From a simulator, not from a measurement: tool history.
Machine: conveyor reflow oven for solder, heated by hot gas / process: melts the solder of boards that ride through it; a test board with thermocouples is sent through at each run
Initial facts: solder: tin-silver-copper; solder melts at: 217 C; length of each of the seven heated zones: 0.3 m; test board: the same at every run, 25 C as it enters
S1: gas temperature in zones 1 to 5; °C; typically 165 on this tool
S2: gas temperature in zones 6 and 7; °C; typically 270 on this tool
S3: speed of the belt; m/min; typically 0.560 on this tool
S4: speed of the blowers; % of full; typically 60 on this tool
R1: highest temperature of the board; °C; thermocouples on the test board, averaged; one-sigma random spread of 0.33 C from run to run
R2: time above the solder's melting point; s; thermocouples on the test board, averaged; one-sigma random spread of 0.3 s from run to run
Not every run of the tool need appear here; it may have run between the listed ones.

| run | hour | S1 | S2 | S3 | S4 | R1 | R2 |
|---|---|---|---|---|---|---|---|
| 1 | 0.0 | 165 | 270 | 0.560 | 60 | 242.9 | 36.6 |
| 2 | 17.4 | 176 | 270 | 0.560 | 60 | 245.8 | 41.8 |
| 3 | 43.5 | 165 | 274 | 0.560 | 60 | 246.3 | 40.2 |
| 4 | 61.0 | 165 | 270 | 0.560 | 60 | 243.0 | 37.3 |
| 5 | 78.6 | 165 | 270 | 0.560 | 60 | 242.8 | 36.9 |
| 6 | 107.7 | 161 | 270 | 0.560 | 60 | 241.5 | 35.0 |
| 7 | 138.6 | 161 | 270 | 0.560 | 60 | 242.0 | 34.8 |
| 8 | 171.0 | 161 | 270 | 0.560 | 60 | 242.0 | 34.5 |
| 9 | 203.6 | 165 | 266 | 0.560 | 60 | 240.1 | 34.0 |
| 10 | 229.2 | 165 | 266 | 0.560 | 60 | 239.2 | 33.8 |
| 11 | 248.0 | 165 | 270 | 0.560 | 60 | 243.0 | 36.6 |
|  | 259.7 | flux residue cleaned out of gas plates and filters |
| 12 | 278.0 | 165 | 270 | 0.560 | 60 | 243.4 | 37.2 |
| 13 | 307.4 | 165 | 270 | 0.454 | 60 | 251.3 | 55.2 |
| 14 | 332.1 | 153 | 270 | 0.454 | 60 | 249.1 | 49.5 |
| 15 | 355.8 | 165 | 270 | 0.560 | 80 | 249.2 | 42.7 |
| 16 | 387.1 | 165 | 270 | 0.456 | 58 | 250.6 | 54.0 |
| 17 | 405.3 | 175 | 270 | 0.601 | 60 | 242.6 | 36.2 |
| 18 | 422.7 | 164 | 270 | 0.468 | 60 | 249.8 | 51.7 |
| 19 | 455.1 | 155 | 270 | 0.468 | 76 | 252.6 | 52.1 |
| 20 | 490.3 | 155 | 270 | 0.468 | 76 | 253.4 | 52.6 |
| 21 | 523.8 | 155 | 270 | 0.468 | 76 | 253.8 | 52.9 |
| 22 | 549.8 | 165 | 262 | 0.599 | 60 | 234.1 | 26.0 |
| 23 | 566.8 | 161 | 262 | 0.601 | 85 | 240.2 | 32.4 |
| 24 | 588.1 | 165 | 270 | 0.515 | 75 | 251.4 | 48.3 |
| 25 | 602.5 | 156 | 276 | 0.600 | 58 | 241.4 | 30.1 |
| 26 | 618.8 | 156 | 274 | 0.576 | 58 | 241.6 | 32.0 |
| 27 | 640.7 | 151 | 269 | 0.582 | 89 | 246.3 | 36.1 |
| 28 | 660.1 | 168 | 281 | 0.570 | 59 | 251.2 | 42.6 |
| 29 | 682.2 | 168 | 281 | 0.570 | 59 | 251.3 | 43.1 |
|  | 700.4 | flux residue cleaned out of gas plates and filters |
| 30 | 708.7 | 168 | 281 | 0.570 | 59 | 251.5 | 43.2 |

5 options for the next run, each taken on its own from the tool as it stands now. Forecast them:
| A | 732.2 | 156 | 270 | 0.630 | 60 | ? | ? |
| B | 732.2 | 168 | 260 | 0.571 | 69 | ? | ? |
| C | 732.2 | 165 | 278 | 0.560 | 60 | ? | ? |
| D | 732.2 | 152 | 270 | 0.597 | 88 | ? | ? |
| E | 732.2 | 175 | 270 | 0.560 | 73 | ? | ? |

| run | R1 | R2 |
|---|---|---|
| A | 235.6 | 23.7 |
| B | 238.4 | 33.4 |
| C | 250.1 | 41.9 |
| D | 246.5 | 35.5 |
| E | 249.6 | 45.9 |
Without the tool's unlogged condition, the same runs would have read:
| run | R1 | R2 |
|---|---|---|
| A | 235.5 | 23.6 |
| B | 238.3 | 33.3 |
| C | 250.0 | 41.8 |
| D | 246.4 | 35.4 |
| E | 249.5 | 45.8 |

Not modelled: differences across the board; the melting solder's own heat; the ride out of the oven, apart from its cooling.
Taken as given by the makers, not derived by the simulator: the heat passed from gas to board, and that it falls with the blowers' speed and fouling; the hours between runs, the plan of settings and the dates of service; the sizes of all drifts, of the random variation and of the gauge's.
